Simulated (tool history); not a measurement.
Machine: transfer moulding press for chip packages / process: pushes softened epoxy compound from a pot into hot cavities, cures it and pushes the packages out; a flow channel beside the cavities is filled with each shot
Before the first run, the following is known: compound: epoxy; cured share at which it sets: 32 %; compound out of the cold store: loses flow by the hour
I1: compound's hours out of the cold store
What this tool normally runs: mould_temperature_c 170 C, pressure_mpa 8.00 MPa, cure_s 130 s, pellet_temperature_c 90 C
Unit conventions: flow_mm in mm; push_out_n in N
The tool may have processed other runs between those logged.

Run 1, hour 0.0: usual settings; I1 37.6. Result: flow_mm 530 mm, push_out_n 314 N.
Run 2, hour 9.1: usual settings; I1 19.5. Result: flow_mm 579 mm, push_out_n 316 N.
Run 3, hour 17.2: usual settings but cure_s 121 s; I1 14.2. Result: flow_mm 588 mm, push_out_n 364 N.
Run 4, hour 26.5: usual settings but cure_s 122 s; I1 20.0. Result: flow_mm 570 mm, push_out_n 341 N.
Run 5, hour 32.5: usual settings but cure_s 122 s; I1 39.1. Result: flow_mm 519 mm, push_out_n 321 N.
At hour 34.6: cavities cleaned with cleaning compound and waxed.
Run 6, hour 41.1: usual settings but cure_s 122 s; I1 21.2. Result: flow_mm 561 mm, push_out_n 338 N.
Run 7, hour 50.8: usual settings but cure_s 118 s; I1 10.7. Result: flow_mm 592 mm, push_out_n 387 N.
Run 8, hour 57.7: usual settings but mould_temperature_c 165 C; I1 41.0. Result: flow_mm 524 mm, push_out_n 399 N.
Run 9, hour 63.6: usual settings; I1 44.2. Result: flow_mm 506 mm, push_out_n 300 N.
Run 10, hour 72.6: usual settings; I1 21.7. Result: flow_mm 569 mm, push_out_n 308 N.
Run 11, hour 78.7: usual settings; I1 10.7. Result: flow_mm 599 mm, push_out_n 328 N.
Run 12, hour 87.0: usual settings; I1 21.7. Result: flow_mm 570 mm, push_out_n 298 N.
Run 13, hour 92.8: usual settings; I1 46.8. Result: flow_mm 498 mm, push_out_n 294 N.
Run 14, hour 97.1: usual settings but cure_s 166 s; I1 14.6. Result: flow_mm 585 mm, push_out_n 254 N.
Run 15, hour 106.9: usual settings but mould_temperature_c 172 C, pressure_mpa 9.34 MPa, cure_s 162 s, pellet_temperature_c 83 C; I1 34.3. Result: flow_mm 572 mm, push_out_n 249 N.

Forecast run 16:
Run 16, hour 114.5: usual settings but mould_temperature_c 165 C, pressure_mpa 6.82 MPa, cure_s 126 s, pellet_temperature_c 92 C; I1 29.6. Result: flow_mm ?, push_out_n ?.

flow_mm: 518 mm
push_out_n: 439 N
Were there no unlogged condition in the tool, this run, its random variation unchanged, would have produced flow_mm 519 mm, push_out_n 433 N.

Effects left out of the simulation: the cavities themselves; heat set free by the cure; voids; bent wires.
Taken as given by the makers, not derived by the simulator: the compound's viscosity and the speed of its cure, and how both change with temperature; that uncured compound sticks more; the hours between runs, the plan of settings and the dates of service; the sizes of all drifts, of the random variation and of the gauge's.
